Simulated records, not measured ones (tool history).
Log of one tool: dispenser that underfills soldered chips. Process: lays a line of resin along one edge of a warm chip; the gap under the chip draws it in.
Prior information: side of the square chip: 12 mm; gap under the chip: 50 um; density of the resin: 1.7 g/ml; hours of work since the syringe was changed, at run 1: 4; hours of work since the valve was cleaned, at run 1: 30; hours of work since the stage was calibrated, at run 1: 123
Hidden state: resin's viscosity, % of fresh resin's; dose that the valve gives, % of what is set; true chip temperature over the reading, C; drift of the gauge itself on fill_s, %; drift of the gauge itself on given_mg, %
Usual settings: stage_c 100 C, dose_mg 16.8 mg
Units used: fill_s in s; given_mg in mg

run,hour,stage_c,dose_mg,hours of work since the syringe was changed,hours of work since the valve was cleaned,hours of work since the stage was calibrated,fill_s,given_mg
1,0.0,100,16.8,4,30,123,230.8,16.34
# hour 4.8: new syringe of resin
2,7.3,100,16.8,2,36,128,206.6,16.18
# hour 14.4: new syringe of resin
3,15.4,105,16.8,1,42,134,166.5,16.09
4,20.1,87,16.8,4,45,137,362.6,16.17
# hour 23.9: new syringe of resin
5,27.5,87,16.8,3,50,143,328.7,15.99
# hour 33.2: new syringe of resin
6,36.3,87,16.8,2,57,149,320.4,15.96
7,41.6,87,16.8,6,61,153,419.7,15.83
# hour 42.6: new syringe of resin
8,46.0,103,16.8,3,64,156,195.6,15.74
# hour 52.2: new syringe of resin
9,53.7,103,16.8,1,69,162,182.6,15.64
# hour 62.1: new syringe of resin
10,62.2,100,16.8,0,76,168,187.7,15.55
11,70.5,100,16.8,6,82,174,278.1,15.58
# hour 72.0: new syringe of resin
# hour 79.2: dispensing valve cleaned and set on the balance
12,79.2,100,16.8,5,0,180,246.1,16.59
# hour 82.3: new syringe of resin
13,86.5,100,16.8,3,5,185,227.4,16.66
# hour 91.9: new syringe of resin
14,94.8,104,16.8,2,11,191,186.4,16.59
# hour 101.2: new syringe of resin
15,102.6,103,16.8,1,17,197,183.8,16.41
16,109.0,104,19.3,6,22,201,235.8,18.87
# hour 110.4: new syringe of resin
17,115.4,104,19.3,4,26,206,202.4,18.68
# hour 119.8: new syringe of resin
18,122.9,104,17.7,2,32,211,188.5,17.07
# hour 129.4: new syringe of resin
19,129.8,98,18.8,0,37,216,201.0,18.05
20,135.6,100,19.6,5,41,221,243.7,18.52
# hour 138.8: new syringe of resin
21,140.4,100,19.6,1,44,224,197.3,18.82
# hour 148.1: new syringe of resin
22,149.2,89,19.0,1,51,230,272.8,18.12
23,155.3,89,17.0,5,55,235,376.8,16.01
# hour 157.4: new syringe of resin
24,159.3,89,17.0,1,58,238,296.5,15.84
# hour 166.9: new syringe of resin
25,167.2,99,16.8,0,64,243,192.3,15.91
26,172.0,92,17.4,4,67,247,305.5,16.32

What if the next run were any one of these 5? Each begins from the tool's condition after run 26:
# hour 176.2: new syringe of resin
A,176.9,101,16.3,1,71,251,?,?
# hour 176.2: new syringe of resin
B,176.9,108,16.3,1,71,251,?,?
# hour 176.2: new syringe of resin
C,176.9,97,14.6,1,71,251,?,?
# hour 176.2: new syringe of resin
D,176.9,91,18.1,1,71,251,?,?
# hour 176.2: new syringe of resin
E,176.9,87,15.1,1,71,251,?,?

run,fill_s,given_mg
A,194.7,15.19
B,155.0,15.05
C,227.2,13.49
D,260.0,16.88
E,316.8,14.08
Without the tool's unlogged condition, the same runs would have read:
run,fill_s,given_mg
A,177.0,16.34
B,141.0,16.19
C,204.1,14.52
D,237.8,18.16
E,285.1,15.14

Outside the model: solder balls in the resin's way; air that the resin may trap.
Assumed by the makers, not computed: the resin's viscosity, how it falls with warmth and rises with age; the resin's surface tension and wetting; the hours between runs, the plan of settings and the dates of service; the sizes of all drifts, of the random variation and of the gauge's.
